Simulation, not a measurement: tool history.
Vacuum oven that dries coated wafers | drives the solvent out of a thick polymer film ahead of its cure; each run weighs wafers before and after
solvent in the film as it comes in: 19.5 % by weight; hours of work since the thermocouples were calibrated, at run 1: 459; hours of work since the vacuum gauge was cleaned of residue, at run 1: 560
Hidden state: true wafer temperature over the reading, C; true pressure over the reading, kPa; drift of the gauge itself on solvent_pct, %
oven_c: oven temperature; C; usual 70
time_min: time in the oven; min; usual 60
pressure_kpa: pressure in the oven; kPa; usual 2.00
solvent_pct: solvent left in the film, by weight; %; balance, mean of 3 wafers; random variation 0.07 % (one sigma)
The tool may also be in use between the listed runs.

run	hour	oven_c	time_min	pressure_kpa	hours of work since the thermocouples were calibrated	hours of work since the vacuum gauge was cleaned of residue	solvent_pct
1	0.0	70	60	2.00	459	560	5.28
2	11.0	70	60	2.00	467	568	5.22
3	22.5	70	60	2.00	476	577	5.27
4	33.9	70	60	3.99	484	586	5.96
5	42.1	70	60	1.31	490	592	5.20
6	56.8	70	60	1.31	501	603	5.26
7	72.1	56	60	2.00	513	614	10.16
8	86.1	70	60	2.00	523	625	5.47
9	95.8	70	60	2.00	531	632	5.48
10	108.0	74	60	2.00	540	641	4.24
11	126.3	70	60	2.00	554	655	5.45
12	143.2	70	60	2.00	566	668	5.46
13	157.7	70	60	2.00	577	679	5.35
14	174.7	70	60	2.00	590	691	5.50
15	188.3	70	60	7.57	600	702	6.92
16	208.0	70	60	3.01	615	716	5.73
17	217.4	70	60	3.01	622	723	5.63
18	233.9	70	60	3.01	634	736	5.78
19	242.9	70	60	3.01	641	743	5.84
20	258.2	71	45	5.55	653	754	7.68
21	278.0	74	47	1.01	667	769	5.36
22	289.4	59	47	6.37	676	778	11.61
23	299.9	59	47	1.07	684	785	9.95
24	314.5	59	47	1.07	695	796	10.19
25	332.5	67	33	7.12	708	810	10.63
26	344.8	70	35	2.58	718	819	8.76
27	355.2	70	35	2.58	725	827	8.60
28	369.5	60	60	2.71	736	838	9.21
29	389.2	60	60	2.71	751	852	9.15
30	399.3	85	60	5.75	759	860	2.25
31	409.2	66	60	1.55	766	868	6.70
32	428.0	66	60	1.55	780	882	6.83
33	437.0	82	31	3.72	787	888	5.63

The same runs without the tool's hidden state, with the same run-to-run variation:
run	solvent_pct
1	4.79
2	4.72
3	4.77
4	5.41
5	4.68
6	4.72
7	9.62
8	4.92
9	4.92
10	3.73
11	4.88
12	4.87
13	4.77
14	4.89
15	6.26
16	5.12
17	5.01
18	5.14
19	5.19
20	7.01
21	4.74
22	10.95
23	9.34
24	9.57
25	9.99
26	8.10
27	7.94
28	8.47
29	8.41
30	1.85
31	5.96
32	6.08
33	4.97
